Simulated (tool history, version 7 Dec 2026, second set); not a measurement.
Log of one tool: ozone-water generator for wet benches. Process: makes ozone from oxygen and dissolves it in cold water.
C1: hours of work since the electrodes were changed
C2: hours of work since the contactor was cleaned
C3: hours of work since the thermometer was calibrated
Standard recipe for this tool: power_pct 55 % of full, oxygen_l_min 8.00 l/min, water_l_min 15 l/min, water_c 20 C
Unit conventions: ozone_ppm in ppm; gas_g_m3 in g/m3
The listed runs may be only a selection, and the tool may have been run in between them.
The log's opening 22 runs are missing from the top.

{"run": 23, "day": 30.204, "power_pct": 55, "oxygen_l_min": 8.19, "water_l_min": 13, "water_c": 25, "C1": 1890, "C2": 6053, "C3": 41, "ozone_ppm": 15.6, "gas_g_m3": 125.8}
{"run": 24, "day": 31.917, "power_pct": 55, "oxygen_l_min": 8.19, "water_l_min": 13, "water_c": 25, "C1": 1923, "C2": 6086, "C3": 74, "ozone_ppm": 15.5, "gas_g_m3": 125.7}
{"run": 25, "day": 33.975, "power_pct": 96, "oxygen_l_min": 10.83, "water_l_min": 15, "water_c": 20, "C1": 1962, "C2": 6125, "C3": 113, "ozone_ppm": 22.1, "gas_g_m3": 156.7}
{"run": 26, "day": 35.162, "power_pct": 55, "oxygen_l_min": 6.69, "water_l_min": 15, "water_c": 20, "C1": 1985, "C2": 6148, "C3": 136, "ozone_ppm": 16.2, "gas_g_m3": 137.6}
{"run": 27, "day": 36.508, "power_pct": 55, "oxygen_l_min": 6.69, "water_l_min": 15, "water_c": 20, "C1": 2011, "C2": 6173, "C3": 162, "ozone_ppm": 15.9, "gas_g_m3": 136.1}
{"run": 28, "day": 37.971, "power_pct": 55, "oxygen_l_min": 6.69, "water_l_min": 21, "water_c": 20, "C1": 2039, "C2": 6201, "C3": 190, "ozone_ppm": 12.8, "gas_g_m3": 135.6}
{"run": 29, "day": 39.571, "power_pct": 55, "oxygen_l_min": 6.69, "water_l_min": 21, "water_c": 20, "C1": 2070, "C2": 6232, "C3": 220, "ozone_ppm": 12.7, "gas_g_m3": 135.4}
{"run": 30, "day": 41.604, "power_pct": 55, "oxygen_l_min": 8.0, "water_l_min": 20, "water_c": 18, "C1": 2109, "C2": 6271, "C3": 259, "ozone_ppm": 14.1, "gas_g_m3": 126.5}
{"run": 31, "day": 42.875, "power_pct": 55, "oxygen_l_min": 8.0, "water_l_min": 20, "water_c": 18, "C1": 2133, "C2": 6295, "C3": 284, "ozone_ppm": 14.1, "gas_g_m3": 127.4}
{"run": 32, "day": 44.217, "power_pct": 64, "oxygen_l_min": 6.99, "water_l_min": 16, "water_c": 28, "C1": 2159, "C2": 6321, "C3": 309, "ozone_ppm": 14.6, "gas_g_m3": 145.8}

Consider 3 possible next runs. They are alternatives, not a sequence: every one starts from the tool as it was left by run 32. What does each give?
{"run": "A", "day": 45.112, "power_pct": 64, "oxygen_l_min": 10.71, "water_l_min": 17, "water_c": 21, "C1": 2176, "C2": 6338, "C3": 326, "ozone_ppm": "?", "gas_g_m3": "?"}
{"run": "B", "day": 45.112, "power_pct": 64, "oxygen_l_min": 10.08, "water_l_min": 13, "water_c": 18, "C1": 2176, "C2": 6338, "C3": 326, "ozone_ppm": "?", "gas_g_m3": "?"}
{"run": "C", "day": 45.112, "power_pct": 64, "oxygen_l_min": 6.99, "water_l_min": 16, "water_c": 26, "C1": 2176, "C2": 6338, "C3": 326, "ozone_ppm": "?", "gas_g_m3": "?"}

run=A ozone_ppm=15.9 gas_g_m3=122.7
run=B ozone_ppm=19.6 gas_g_m3=126.0
run=C ozone_ppm=15.1 gas_g_m3=146.1
Without the tool's unlogged condition, the same runs would have read:
run=A ozone_ppm=15.9 gas_g_m3=122.8
run=B ozone_ppm=19.6 gas_g_m3=126.1
run=C ozone_ppm=15.1 gas_g_m3=146.2
